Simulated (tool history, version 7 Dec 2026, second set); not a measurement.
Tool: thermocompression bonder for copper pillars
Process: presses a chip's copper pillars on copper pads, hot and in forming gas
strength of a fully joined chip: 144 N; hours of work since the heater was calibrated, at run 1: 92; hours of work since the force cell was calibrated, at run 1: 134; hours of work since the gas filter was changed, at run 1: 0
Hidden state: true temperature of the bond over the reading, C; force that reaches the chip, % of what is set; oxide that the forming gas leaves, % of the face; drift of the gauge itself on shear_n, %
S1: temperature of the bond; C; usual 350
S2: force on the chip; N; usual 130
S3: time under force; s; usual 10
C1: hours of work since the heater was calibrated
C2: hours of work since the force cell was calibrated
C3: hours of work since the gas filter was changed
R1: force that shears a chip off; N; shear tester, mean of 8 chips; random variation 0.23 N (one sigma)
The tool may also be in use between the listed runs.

run	hour	S1	S2	S3	C1	C2	C3	R1
1	0	350	130	10	92	134	0	88.8
2	40.8	350	130	10	118	160	26	89
3	82.7	350	130	10	145	187	54	88.9
4	110.9	350	100	10	163	205	72	70.5
5	154.3	350	192	10	191	233	100	116.2
6	176.5	350	130	10	206	248	114	88.8
7	219.8	350	130	10	234	276	142	89.5
8	250.4	350	130	10	254	296	162	89.1
9	271.9	350	130	10	268	310	176	89.4
10	297.7	350	130	10	284	326	193	89.1
11	324.8	350	130	5	302	344	210	71.6
12	347	350	130	5	316	358	225	71.5
13	367	350	130	5	329	371	237	71.7
14	409.5	350	150	5	357	399	265	81.6
15	456.5	350	150	5	387	429	295	81.6
16	498.7	339	123	8	414	456	323	70.4
17	519.4	339	123	8	428	470	336	70.4
# hour 529.8: forming gas filter changed
18	562.5	339	123	8	455	497	21	70.2
19	594.5	380	126	7	476	518	42	103.5
20	619.9	326	93	5	492	534	58	36.1
21	648.3	353	93	5	511	553	77	53.1
22	689.3	353	96	21	537	579	103	90.3
23	724.8	353	96	21	560	602	126	90.4
24	755.8	353	96	21	580	622	146	90.4
25	785.7	353	96	21	600	642	166	90.5

Forecast each of these 4 alternatives for the next run:
A	821	353	190	21	623	664	188	?
B	821	348	100	21	623	664	188	?
C	821	339	167	15	623	664	188	?
D	821	331	171	8	623	664	188	?

run	R1
A	134
B	89.1
C	108.8
D	86.8
Without the tool's hidden state the same runs would have given:
run	R1
A	131.9
B	87.7
C	107
D	85.4
